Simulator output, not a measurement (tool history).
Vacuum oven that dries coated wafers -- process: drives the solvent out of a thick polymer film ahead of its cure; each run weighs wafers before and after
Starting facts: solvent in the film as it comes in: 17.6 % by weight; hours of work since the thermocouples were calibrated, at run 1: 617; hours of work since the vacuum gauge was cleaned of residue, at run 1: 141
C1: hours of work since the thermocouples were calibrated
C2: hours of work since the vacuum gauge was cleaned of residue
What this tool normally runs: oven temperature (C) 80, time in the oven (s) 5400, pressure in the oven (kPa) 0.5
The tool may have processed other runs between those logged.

run 1 day=0 | oven_temperature_(C)=80 time_in_the_oven_(s)=5400 pressure_in_the_oven_(kPa)=0.5 | C1=617 C2=141 | solvent_left_in_the_film_(%)=1.86
run 2 day=1.275 | oven_temperature_(C)=80 time_in_the_oven_(s)=5400 pressure_in_the_oven_(kPa)=0.5 | C1=635 C2=159 | solvent_left_in_the_film_(%)=1.91
run 3 day=2.029 | oven_temperature_(C)=80 time_in_the_oven_(s)=5400 pressure_in_the_oven_(kPa)=0.307 | C1=646 C2=170 | solvent_left_in_the_film_(%)=1.85
run 4 day=3.321 | oven_temperature_(C)=80 time_in_the_oven_(s)=5400 pressure_in_the_oven_(kPa)=0.5 | C1=664 C2=188 | solvent_left_in_the_film_(%)=1.86
run 5 day=4.492 | oven_temperature_(C)=80 time_in_the_oven_(s)=5400 pressure_in_the_oven_(kPa)=0.5 | C1=680 C2=204 | solvent_left_in_the_film_(%)=1.94
run 6 day=5.112 | oven_temperature_(C)=80 time_in_the_oven_(s)=5400 pressure_in_the_oven_(kPa)=0.5 | C1=689 C2=213 | solvent_left_in_the_film_(%)=1.89
run 7 day=6.2 | oven_temperature_(C)=80 time_in_the_oven_(s)=5400 pressure_in_the_oven_(kPa)=0.269 | C1=704 C2=228 | solvent_left_in_the_film_(%)=1.86
run 8 day=7.617 | oven_temperature_(C)=80 time_in_the_oven_(s)=5400 pressure_in_the_oven_(kPa)=0.269 | C1=724 C2=248 | solvent_left_in_the_film_(%)=1.87
run 9 day=8.5 | oven_temperature_(C)=80 time_in_the_oven_(s)=5400 pressure_in_the_oven_(kPa)=0.269 | C1=736 C2=260 | solvent_left_in_the_film_(%)=1.86
run 10 day=9.65 | oven_temperature_(C)=80 time_in_the_oven_(s)=5400 pressure_in_the_oven_(kPa)=0.5 | C1=753 C2=276 | solvent_left_in_the_film_(%)=1.89
run 11 day=10.354 | oven_temperature_(C)=80 time_in_the_oven_(s)=5400 pressure_in_the_oven_(kPa)=0.5 | C1=762 C2=286 | solvent_left_in_the_film_(%)=1.98
run 12 day=11.304 | oven_temperature_(C)=80 time_in_the_oven_(s)=5400 pressure_in_the_oven_(kPa)=0.5 | C1=776 C2=300 | solvent_left_in_the_film_(%)=1.91
run 13 day=12.775 | oven_temperature_(C)=80 time_in_the_oven_(s)=5400 pressure_in_the_oven_(kPa)=0.5 | C1=796 C2=320 | solvent_left_in_the_film_(%)=2
run 14 day=14.1 | oven_temperature_(C)=80 time_in_the_oven_(s)=7020 pressure_in_the_oven_(kPa)=0.5 | C1=815 C2=339 | solvent_left_in_the_film_(%)=1.25
run 15 day=15.542 | oven_temperature_(C)=80 time_in_the_oven_(s)=7020 pressure_in_the_oven_(kPa)=0.5 | C1=835 C2=359 | solvent_left_in_the_film_(%)=1.1
run 16 day=16.725 | oven_temperature_(C)=66 time_in_the_oven_(s)=4560 pressure_in_the_oven_(kPa)=0.5 | C1=852 C2=376 | solvent_left_in_the_film_(%)=8.28
run 17 day=18.167 | oven_temperature_(C)=66 time_in_the_oven_(s)=4560 pressure_in_the_oven_(kPa)=0.5 | C1=872 C2=396 | solvent_left_in_the_film_(%)=8.45
run 18 day=19.479 | oven_temperature_(C)=66 time_in_the_oven_(s)=7800 pressure_in_the_oven_(kPa)=0.867 | C1=890 C2=414 | solvent_left_in_the_film_(%)=5.83
run 19 day=20.425 | oven_temperature_(C)=80 time_in_the_oven_(s)=7980 pressure_in_the_oven_(kPa)=1.749 | C1=904 C2=428 | solvent_left_in_the_film_(%)=1.12
run 20 day=21.329 | oven_temperature_(C)=89 time_in_the_oven_(s)=7980 pressure_in_the_oven_(kPa)=0.968 | C1=916 C2=440 | solvent_left_in_the_film_(%)=0.22
run 21 day=22.417 | oven_temperature_(C)=89 time_in_the_oven_(s)=5160 pressure_in_the_oven_(kPa)=0.968 | C1=932 C2=456 | solvent_left_in_the_film_(%)=0.49
run 22 day=23.067 | oven_temperature_(C)=89 time_in_the_oven_(s)=5160 pressure_in_the_oven_(kPa)=0.968 | C1=941 C2=465 | solvent_left_in_the_film_(%)=0.56
run 23 day=24.246 | oven_temperature_(C)=69 time_in_the_oven_(s)=8280 pressure_in_the_oven_(kPa)=0.253 | C1=957 C2=481 | solvent_left_in_the_film_(%)=4.15
run 24 day=24.979 | oven_temperature_(C)=80 time_in_the_oven_(s)=3060 pressure_in_the_oven_(kPa)=0.379 | C1=968 C2=492 | solvent_left_in_the_film_(%)=4.68
run 25 day=25.612 | oven_temperature_(C)=72 time_in_the_oven_(s)=2820 pressure_in_the_oven_(kPa)=0.609 | C1=976 C2=500 | solvent_left_in_the_film_(%)=8.32
run 26 day=27.004 | oven_temperature_(C)=92 time_in_the_oven_(s)=7200 pressure_in_the_oven_(kPa)=0.331 | C1=996 C2=520 | solvent_left_in_the_film_(%)=0.09
run 27 day=28.254 | oven_temperature_(C)=77 time_in_the_oven_(s)=5820 pressure_in_the_oven_(kPa)=0.414 | C1=1014 C2=537 | solvent_left_in_the_film_(%)=2.76
run 28 day=29.638 | oven_temperature_(C)=79 time_in_the_oven_(s)=5820 pressure_in_the_oven_(kPa)=0.326 | C1=1033 C2=557 | solvent_left_in_the_film_(%)=2.1
run 29 day=30.588 | oven_temperature_(C)=80 time_in_the_oven_(s)=5400 pressure_in_the_oven_(kPa)=0.92 | C1=1046 C2=570 | solvent_left_in_the_film_(%)=2.26

5 options for the next run, each taken on its own from the tool as it stands now. Forecast them:
run A day=31.388 | oven_temperature_(C)=77 time_in_the_oven_(s)=3120 pressure_in_the_oven_(kPa)=0.431 | C1=1058 C2=581 | solvent_left_in_the_film_(%)=?
run B day=31.388 | oven_temperature_(C)=80 time_in_the_oven_(s)=4980 pressure_in_the_oven_(kPa)=0.465 | C1=1058 C2=581 | solvent_left_in_the_film_(%)=?
run C day=31.388 | oven_temperature_(C)=80 time_in_the_oven_(s)=5400 pressure_in_the_oven_(kPa)=0.846 | C1=1058 C2=581 | solvent_left_in_the_film_(%)=?
run D day=31.388 | oven_temperature_(C)=80 time_in_the_oven_(s)=5400 pressure_in_the_oven_(kPa)=0.953 | C1=1058 C2=581 | solvent_left_in_the_film_(%)=?
run E day=31.388 | oven_temperature_(C)=78 time_in_the_oven_(s)=6900 pressure_in_the_oven_(kPa)=0.472 | C1=1058 C2=581 | solvent_left_in_the_film_(%)=?

run=A solvent_left_in_the_film_(%)=5.88
run=B solvent_left_in_the_film_(%)=2.38
run=C solvent_left_in_the_film_(%)=2.17
run=D solvent_left_in_the_film_(%)=2.19
run=E solvent_left_in_the_film_(%)=1.76
The same runs, with their run-to-run variation unchanged, on a tool lacking any hidden condition would have given:
run=A solvent_left_in_the_film_(%)=5.16
run=B solvent_left_in_the_film_(%)=1.83
run=C solvent_left_in_the_film_(%)=1.67
run=D solvent_left_in_the_film_(%)=1.67
run=E solvent_left_in_the_film_(%)=1.29
